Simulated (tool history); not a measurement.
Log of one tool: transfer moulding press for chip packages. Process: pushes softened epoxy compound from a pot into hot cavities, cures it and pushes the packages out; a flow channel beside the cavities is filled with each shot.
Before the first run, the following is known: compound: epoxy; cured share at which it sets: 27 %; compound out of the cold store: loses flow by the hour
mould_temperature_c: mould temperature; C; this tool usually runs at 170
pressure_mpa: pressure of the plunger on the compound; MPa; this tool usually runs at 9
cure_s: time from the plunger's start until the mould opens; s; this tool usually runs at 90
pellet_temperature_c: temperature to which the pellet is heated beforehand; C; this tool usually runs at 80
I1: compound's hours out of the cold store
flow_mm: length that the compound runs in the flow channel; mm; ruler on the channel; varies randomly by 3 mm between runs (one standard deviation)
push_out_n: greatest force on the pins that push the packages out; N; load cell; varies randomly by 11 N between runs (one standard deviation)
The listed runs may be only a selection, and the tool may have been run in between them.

{"run": 1, "day": 0.0, "mould_temperature_c": 170, "pressure_mpa": 9, "cure_s": 90, "pellet_temperature_c": 80, "I1": 14.5, "flow_mm": 918, "push_out_n": 519}
{"day": 2.662, "done": "cavities cleaned with cleaning compound and waxed"}
{"run": 2, "day": 3.208, "mould_temperature_c": 170, "pressure_mpa": 9, "cure_s": 90, "pellet_temperature_c": 80, "I1": 30.7, "flow_mm": 881, "push_out_n": 499}
{"day": 4.158, "done": "plunger's sealing rings changed"}
{"run": 3, "day": 4.921, "mould_temperature_c": 163, "pressure_mpa": 9, "cure_s": 90, "pellet_temperature_c": 80, "I1": 30.8, "flow_mm": 911, "push_out_n": 799}
{"day": 5.883, "done": "cavities cleaned with cleaning compound and waxed"}
{"run": 4, "day": 6.538, "mould_temperature_c": 170, "pressure_mpa": 9, "cure_s": 90, "pellet_temperature_c": 80, "I1": 28.4, "flow_mm": 879, "push_out_n": 501}
{"day": 8.821, "done": "cavities cleaned with cleaning compound and waxed"}
{"run": 5, "day": 8.821, "mould_temperature_c": 170, "pressure_mpa": 9, "cure_s": 90, "pellet_temperature_c": 80, "I1": 42.6, "flow_mm": 847, "push_out_n": 501}
{"day": 11.712, "done": "cavities cleaned with cleaning compound and waxed"}
{"run": 6, "day": 12.029, "mould_temperature_c": 170, "pressure_mpa": 9, "cure_s": 90, "pellet_temperature_c": 80, "I1": 20.3, "flow_mm": 900, "push_out_n": 544}
{"day": 12.408, "done": "plunger's sealing rings changed"}
{"run": 7, "day": 14.029, "mould_temperature_c": 170, "pressure_mpa": 9, "cure_s": 105, "pellet_temperature_c": 80, "I1": 10.7, "flow_mm": 925, "push_out_n": 464}
{"day": 14.925, "done": "cavities cleaned with cleaning compound and waxed"}
{"run": 8, "day": 16.075, "mould_temperature_c": 170, "pressure_mpa": 9, "cure_s": 90, "pellet_temperature_c": 80, "I1": 15, "flow_mm": 912, "push_out_n": 524}
{"day": 17.804, "done": "cavities cleaned with cleaning compound and waxed"}
{"run": 9, "day": 18.058, "mould_temperature_c": 170, "pressure_mpa": 9, "cure_s": 90, "pellet_temperature_c": 80, "I1": 16.2, "flow_mm": 909, "push_out_n": 521}
{"run": 10, "day": 19.533, "mould_temperature_c": 166, "pressure_mpa": 9, "cure_s": 90, "pellet_temperature_c": 87, "I1": 42.7, "flow_mm": 861, "push_out_n": 606}
{"day": 20.392, "done": "plunger's sealing rings changed"}
{"day": 21.038, "done": "cavities cleaned with cleaning compound and waxed"}
{"run": 11, "day": 21.475, "mould_temperature_c": 175, "pressure_mpa": 9.57, "cure_s": 90, "pellet_temperature_c": 80, "I1": 41.8, "flow_mm": 856, "push_out_n": 469}
{"day": 24.029, "done": "cavities cleaned with cleaning compound and waxed"}
{"run": 12, "day": 24.421, "mould_temperature_c": 175, "pressure_mpa": 9.57, "cure_s": 108, "pellet_temperature_c": 75, "I1": 8.3, "flow_mm": 935, "push_out_n": 435}
{"day": 25.05, "done": "mould's thermocouples calibrated"}
{"run": 13, "day": 26.092, "mould_temperature_c": 163, "pressure_mpa": 9, "cure_s": 102, "pellet_temperature_c": 80, "I1": 8.7, "flow_mm": 972, "push_out_n": 655}
{"day": 27.142, "done": "cavities cleaned with cleaning compound and waxed"}
{"day": 28.571, "done": "plunger's sealing rings changed"}
{"run": 14, "day": 29.025, "mould_temperature_c": 163, "pressure_mpa": 9, "cure_s": 102, "pellet_temperature_c": 80, "I1": 37.1, "flow_mm": 898, "push_out_n": 632}
{"day": 30.204, "done": "cavities cleaned with cleaning compound and waxed"}
{"run": 15, "day": 30.508, "mould_temperature_c": 170, "pressure_mpa": 9, "cure_s": 90, "pellet_temperature_c": 88, "I1": 47, "flow_mm": 838, "push_out_n": 505}
{"day": 33.079, "done": "cavities cleaned with cleaning compound and waxed"}
{"run": 16, "day": 33.079, "mould_temperature_c": 170, "pressure_mpa": 7.99, "cure_s": 79, "pellet_temperature_c": 88, "I1": 41.3, "flow_mm": 802, "push_out_n": 570}
{"run": 17, "day": 34.95, "mould_temperature_c": 169, "pressure_mpa": 10.68, "cure_s": 80, "pellet_temperature_c": 89, "I1": 24.4, "flow_mm": 975, "push_out_n": 627}
{"day": 35.962, "done": "cavities cleaned with cleaning compound and waxed"}
{"day": 36.608, "done": "plunger's sealing rings changed"}
{"run": 18, "day": 37.112, "mould_temperature_c": 173, "pressure_mpa": 9, "cure_s": 90, "pellet_temperature_c": 75, "I1": 48, "flow_mm": 822, "push_out_n": 471}

Each row is a separate what-if for the run after 18, all from the same tool condition, not one after another. Results?
{"day": 38.975, "done": "cavities cleaned with cleaning compound and waxed"}
{"run": "A", "day": 40.029, "mould_temperature_c": 169, "pressure_mpa": 9, "cure_s": 90, "pellet_temperature_c": 76, "I1": 43.5, "flow_mm": "?", "push_out_n": "?"}
{"day": 38.975, "done": "cavities cleaned with cleaning compound and waxed"}
{"run": "B", "day": 40.029, "mould_temperature_c": 163, "pressure_mpa": 9, "cure_s": 100, "pellet_temperature_c": 70, "I1": 9.1, "flow_mm": "?", "push_out_n": "?"}
{"day": 38.975, "done": "cavities cleaned with cleaning compound and waxed"}
{"run": "C", "day": 40.029, "mould_temperature_c": 173, "pressure_mpa": 9.2, "cure_s": 86, "pellet_temperature_c": 75, "I1": 41.8, "flow_mm": "?", "push_out_n": "?"}

run=A flow_mm=854 push_out_n=523
run=B flow_mm=975 push_out_n=701
run=C flow_mm=845 push_out_n=492
Take away the tool's hidden state, keep each run's random variation, and the runs would have read:
run=A flow_mm=854 push_out_n=518
run=B flow_mm=976 push_out_n=693
run=C flow_mm=845 push_out_n=487
